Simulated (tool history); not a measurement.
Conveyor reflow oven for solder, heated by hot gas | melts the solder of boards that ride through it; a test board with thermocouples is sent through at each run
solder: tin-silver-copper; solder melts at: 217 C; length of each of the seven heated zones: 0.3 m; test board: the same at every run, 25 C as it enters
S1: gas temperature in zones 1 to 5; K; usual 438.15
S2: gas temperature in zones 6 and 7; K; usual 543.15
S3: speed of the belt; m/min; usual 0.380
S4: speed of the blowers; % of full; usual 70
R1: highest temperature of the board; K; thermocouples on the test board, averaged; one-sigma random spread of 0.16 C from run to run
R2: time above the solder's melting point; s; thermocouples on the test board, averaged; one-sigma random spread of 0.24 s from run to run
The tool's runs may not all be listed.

run	hour	S1	S2	S3	S4	R1	R2
1	0.0	438.15	543.15	0.380	70	524.35	65.8
2	7.9	438.15	543.15	0.380	70	524.25	65.2
3	16.4	438.15	543.15	0.380	70	523.85	65.6
4	25.3	429.15	543.15	0.380	70	522.25	60.2
5	31.2	429.15	543.15	0.380	70	522.25	60.2
6	40.5	429.15	540.15	0.380	70	519.45	57.1
7	48.8	429.15	540.15	0.380	70	519.85	57.4
8	57.4	429.15	540.15	0.380	70	519.55	57.1
9	66.8	429.15	540.15	0.380	70	519.25	57.0
10	77.0	438.15	543.15	0.380	70	523.65	65.4
11	81.8	438.15	543.15	0.380	70	523.35	64.9
12	90.8	438.15	543.15	0.380	70	523.55	64.7
13	100.9	444.15	543.15	0.380	70	524.85	68.1
14	108.5	438.15	543.15	0.380	70	523.35	65.1
15	118.0	438.15	534.15	0.380	70	515.55	56.4
16	131.8	438.15	534.15	0.380	70	515.55	56.7
17	138.1	424.15	543.15	0.406	65	515.85	46.7
18	145.0	424.15	543.15	0.406	65	515.75	47.0
19	150.1	427.15	543.15	0.410	65	515.95	47.3
20	159.8	427.15	543.15	0.378	65	519.55	57.0
21	170.5	425.15	533.15	0.380	70	511.65	45.7
22	180.0	425.15	533.15	0.380	70	511.95	45.7
23	190.6	425.15	533.15	0.380	70	511.55	45.8
24	200.1	427.15	539.15	0.383	80	519.85	56.8
25	206.8	427.15	539.15	0.383	80	519.35	56.1
26	217.8	427.15	539.15	0.376	80	520.15	58.6
27	225.6	432.15	536.15	0.407	70	512.25	45.4
28	230.4	440.15	543.15	0.380	70	522.95	64.2
29	240.4	440.15	543.15	0.380	70	522.65	64.4
30	251.7	440.15	543.15	0.380	70	522.85	64.1

Put back what was entered between runs (2 entries, withheld): which listed runs does each sit between, and how does the hidden state differ from the listed run before to the listed run after?
Logged between run 15 and run 16: belt drive overhauled, speed set with a stopwatch (hour 122.7)
  heat that the gas passes to the board, % of a clean oven's: 89.5 -> 89.2; belt's true speed, % of the reading: 99.36 -> 99.13; true gas temperature in zones 6 and 7 over the reading, C: 0.75 -> 0.77
  what was measured, less what the result would be without the hidden state, R1: -1.90 -> -1.80 K; R2: -2.9 -> -2.8 s
Logged between run 20 and run 21: belt drive overhauled, speed set with a stopwatch, once more (hour 165.9)
  heat that the gas passes to the board, % of a clean oven's: 88.3 -> 88.1; belt's true speed, % of the reading: 99.07 -> 99.88; true gas temperature in zones 6 and 7 over the reading, C: 0.85 -> 0.87
  what was measured, less what the result would be without the hidden state, R1: -2.30 -> -2.70 K; R2: -2.9 -> -4.9 s
